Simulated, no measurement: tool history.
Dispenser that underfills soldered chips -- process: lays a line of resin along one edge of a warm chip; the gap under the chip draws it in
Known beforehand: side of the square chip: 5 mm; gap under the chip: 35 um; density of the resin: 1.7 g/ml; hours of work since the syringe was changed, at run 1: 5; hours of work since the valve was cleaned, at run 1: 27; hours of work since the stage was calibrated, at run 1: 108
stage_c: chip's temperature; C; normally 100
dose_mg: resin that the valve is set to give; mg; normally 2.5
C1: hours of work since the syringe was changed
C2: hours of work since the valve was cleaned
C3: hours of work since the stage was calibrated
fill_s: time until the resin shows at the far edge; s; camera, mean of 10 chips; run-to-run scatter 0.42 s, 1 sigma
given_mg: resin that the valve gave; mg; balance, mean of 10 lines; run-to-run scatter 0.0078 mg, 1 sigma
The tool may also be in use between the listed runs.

{"run": 1, "hour": 0.0, "stage_c": 100, "dose_mg": 2.5, "C1": 5, "C2": 27, "C3": 108, "fill_s": 45.5, "given_mg": 2.455}
{"hour": 2.4, "done": "new syringe of resin"}
{"hour": 11.2, "done": "new syringe of resin"}
{"run": 2, "hour": 12.4, "stage_c": 100, "dose_mg": 2.68, "C1": 1, "C2": 36, "C3": 117, "fill_s": 31.5, "given_mg": 2.61}
{"hour": 20.6, "done": "new syringe of resin"}
{"run": 3, "hour": 21.0, "stage_c": 93, "dose_mg": 2.5, "C1": 0, "C2": 42, "C3": 123, "fill_s": 44.3, "given_mg": 2.431}
{"hour": 29.2, "done": "new syringe of resin"}
{"run": 4, "hour": 31.9, "stage_c": 93, "dose_mg": 2.5, "C1": 2, "C2": 49, "C3": 130, "fill_s": 50.5, "given_mg": 2.43}
{"hour": 37.7, "done": "new syringe of resin"}
{"run": 5, "hour": 43.6, "stage_c": 100, "dose_mg": 2.63, "C1": 4, "C2": 58, "C3": 139, "fill_s": 44.5, "given_mg": 2.544}
{"hour": 47.3, "done": "new syringe of resin"}
{"run": 6, "hour": 49.5, "stage_c": 100, "dose_mg": 2.5, "C1": 2, "C2": 62, "C3": 143, "fill_s": 34.3, "given_mg": 2.404}
{"run": 7, "hour": 55.0, "stage_c": 100, "dose_mg": 2.5, "C1": 6, "C2": 66, "C3": 147, "fill_s": 49.6, "given_mg": 2.392}
{"hour": 55.8, "done": "new syringe of resin"}
{"hour": 64.6, "done": "new syringe of resin"}
{"run": 8, "hour": 66.7, "stage_c": 100, "dose_mg": 2.5, "C1": 2, "C2": 74, "C3": 155, "fill_s": 35.3, "given_mg": 2.383}
{"run": 9, "hour": 72.4, "stage_c": 88, "dose_mg": 2.5, "C1": 6, "C2": 78, "C3": 159, "fill_s": 86.2, "given_mg": 2.367}
{"hour": 73.3, "done": "new syringe of resin"}
{"run": 10, "hour": 81.3, "stage_c": 88, "dose_mg": 2.5, "C1": 6, "C2": 84, "C3": 165, "fill_s": 89.2, "given_mg": 2.359}
{"hour": 82.7, "done": "new syringe of resin"}
{"hour": 91.7, "done": "dispensing valve cleaned and set on the balance"}
{"hour": 92.8, "done": "new syringe of resin"}
{"run": 11, "hour": 93.0, "stage_c": 88, "dose_mg": 2.5, "C1": 0, "C2": 1, "C3": 172, "fill_s": 54.9, "given_mg": 2.492}
{"hour": 101.6, "done": "new syringe of resin"}
{"run": 12, "hour": 101.9, "stage_c": 88, "dose_mg": 2.5, "C1": 0, "C2": 7, "C3": 179, "fill_s": 54.5, "given_mg": 2.493}
{"hour": 110.8, "done": "new syringe of resin"}
{"run": 13, "hour": 113.6, "stage_c": 100, "dose_mg": 2.5, "C1": 2, "C2": 15, "C3": 187, "fill_s": 36.2, "given_mg": 2.485}
{"hour": 120.0, "done": "new syringe of resin"}
{"run": 14, "hour": 122.2, "stage_c": 100, "dose_mg": 3.05, "C1": 2, "C2": 21, "C3": 193, "fill_s": 35.6, "given_mg": 3.021}
{"hour": 129.4, "done": "new syringe of resin"}
{"run": 15, "hour": 130.4, "stage_c": 100, "dose_mg": 3.05, "C1": 1, "C2": 27, "C3": 199, "fill_s": 31.9, "given_mg": 3.001}
{"run": 16, "hour": 137.1, "stage_c": 100, "dose_mg": 3.05, "C1": 6, "C2": 32, "C3": 203, "fill_s": 48.7, "given_mg": 2.995}
{"hour": 138.0, "done": "new syringe of resin"}
{"run": 17, "hour": 142.6, "stage_c": 100, "dose_mg": 2.5, "C1": 3, "C2": 36, "C3": 207, "fill_s": 40.3, "given_mg": 2.442}
{"hour": 146.6, "done": "new syringe of resin"}
{"run": 18, "hour": 154.8, "stage_c": 100, "dose_mg": 2.5, "C1": 6, "C2": 44, "C3": 216, "fill_s": 53.7, "given_mg": 2.426}
{"hour": 155.9, "done": "new syringe of resin"}
{"run": 19, "hour": 162.4, "stage_c": 95, "dose_mg": 2.5, "C1": 5, "C2": 50, "C3": 221, "fill_s": 58.2, "given_mg": 2.42}
{"hour": 164.6, "done": "new syringe of resin"}
{"run": 20, "hour": 172.1, "stage_c": 105, "dose_mg": 3.04, "C1": 5, "C2": 56, "C3": 228, "fill_s": 39.8, "given_mg": 2.924}
{"hour": 173.6, "done": "new syringe of resin"}
{"run": 21, "hour": 181.5, "stage_c": 87, "dose_mg": 2.5, "C1": 6, "C2": 63, "C3": 235, "fill_s": 93.9, "given_mg": 2.398}
{"hour": 182.5, "done": "new syringe of resin"}
{"run": 22, "hour": 188.9, "stage_c": 96, "dose_mg": 2.46, "C1": 5, "C2": 68, "C3": 240, "fill_s": 57, "given_mg": 2.356}
{"hour": 191.2, "done": "new syringe of resin"}
{"run": 23, "hour": 198.1, "stage_c": 89, "dose_mg": 2.37, "C1": 5, "C2": 75, "C3": 246, "fill_s": 79.4, "given_mg": 2.262}
{"hour": 200.1, "done": "new syringe of resin"}
{"hour": 209.2, "done": "new syringe of resin"}
{"run": 24, "hour": 211.2, "stage_c": 108, "dose_mg": 2.9, "C1": 1, "C2": 84, "C3": 255, "fill_s": 25.1, "given_mg": 2.74}
{"hour": 217.9, "done": "new syringe of resin"}
{"hour": 222.4, "done": "dispensing valve cleaned and set on the balance"}
{"run": 25, "hour": 224.3, "stage_c": 100, "dose_mg": 2.45, "C1": 4, "C2": 1, "C3": 264, "fill_s": 42.7, "given_mg": 2.45}
{"hour": 227.5, "done": "new syringe of resin"}
{"hour": 236.6, "done": "new syringe of resin"}
{"run": 26, "hour": 237.2, "stage_c": 101, "dose_mg": 2.22, "C1": 0, "C2": 10, "C3": 273, "fill_s": 30.9, "given_mg": 2.208}
{"hour": 245.5, "done": "new syringe of resin"}
{"run": 27, "hour": 245.5, "stage_c": 101, "dose_mg": 2.22, "C1": 0, "C2": 16, "C3": 278, "fill_s": 29.5, "given_mg": 2.191}
{"hour": 254.1, "done": "new syringe of resin"}
{"run": 28, "hour": 255.9, "stage_c": 101, "dose_mg": 2.22, "C1": 1, "C2": 23, "C3": 286, "fill_s": 34.7, "given_mg": 2.196}
{"hour": 262.9, "done": "new syringe of resin"}
{"run": 29, "hour": 264.2, "stage_c": 101, "dose_mg": 3.18, "C1": 1, "C2": 29, "C3": 292, "fill_s": 31.2, "given_mg": 3.123}
{"hour": 271.7, "done": "new syringe of resin"}
{"run": 30, "hour": 272.6, "stage_c": 90, "dose_mg": 2.66, "C1": 1, "C2": 35, "C3": 297, "fill_s": 51.7, "given_mg": 2.6}
{"hour": 280.9, "done": "new syringe of resin"}
{"run": 31, "hour": 283.7, "stage_c": 100, "dose_mg": 2.52, "C1": 2, "C2": 43, "C3": 305, "fill_s": 36.6, "given_mg": 2.446}
{"hour": 290.2, "done": "new syringe of resin"}
{"run": 32, "hour": 292.0, "stage_c": 110, "dose_mg": 2.74, "C1": 1, "C2": 49, "C3": 311, "fill_s": 22.3, "given_mg": 2.656}
{"hour": 299.3, "done": "new syringe of resin"}
{"run": 33, "hour": 300.9, "stage_c": 110, "dose_mg": 2.74, "C1": 1, "C2": 55, "C3": 317, "fill_s": 20.4, "given_mg": 2.642}
{"hour": 308.5, "done": "new syringe of resin"}
{"run": 34, "hour": 312.6, "stage_c": 110, "dose_mg": 2.74, "C1": 3, "C2": 63, "C3": 326, "fill_s": 25.3, "given_mg": 2.635}

Consider 3 possible next runs. They are alternatives, not a sequence: every one starts from the tool as it was left by run 34. What does each give?
{"hour": 317.3, "done": "new syringe of resin"}
{"run": "A", "hour": 320.3, "stage_c": 87, "dose_mg": 2.77, "C1": 2, "C2": 69, "C3": 331, "fill_s": "?", "given_mg": "?"}
{"hour": 317.3, "done": "new syringe of resin"}
{"run": "B", "hour": 320.3, "stage_c": 102, "dose_mg": 2.43, "C1": 2, "C2": 69, "C3": 331, "fill_s": "?", "given_mg": "?"}
{"hour": 317.3, "done": "new syringe of resin"}
{"run": "C", "hour": 320.3, "stage_c": 110, "dose_mg": 2.28, "C1": 2, "C2": 69, "C3": 331, "fill_s": "?", "given_mg": "?"}

run=A fill_s=67.3 given_mg=2.645
run=B fill_s=33.5 given_mg=2.325
run=C fill_s=23.8 given_mg=2.176
Without the tool's unlogged condition, the same runs would have read:
run=A fill_s=54.2 given_mg=2.768
run=B fill_s=26.9 given_mg=2.433
run=C fill_s=19.2 given_mg=2.277
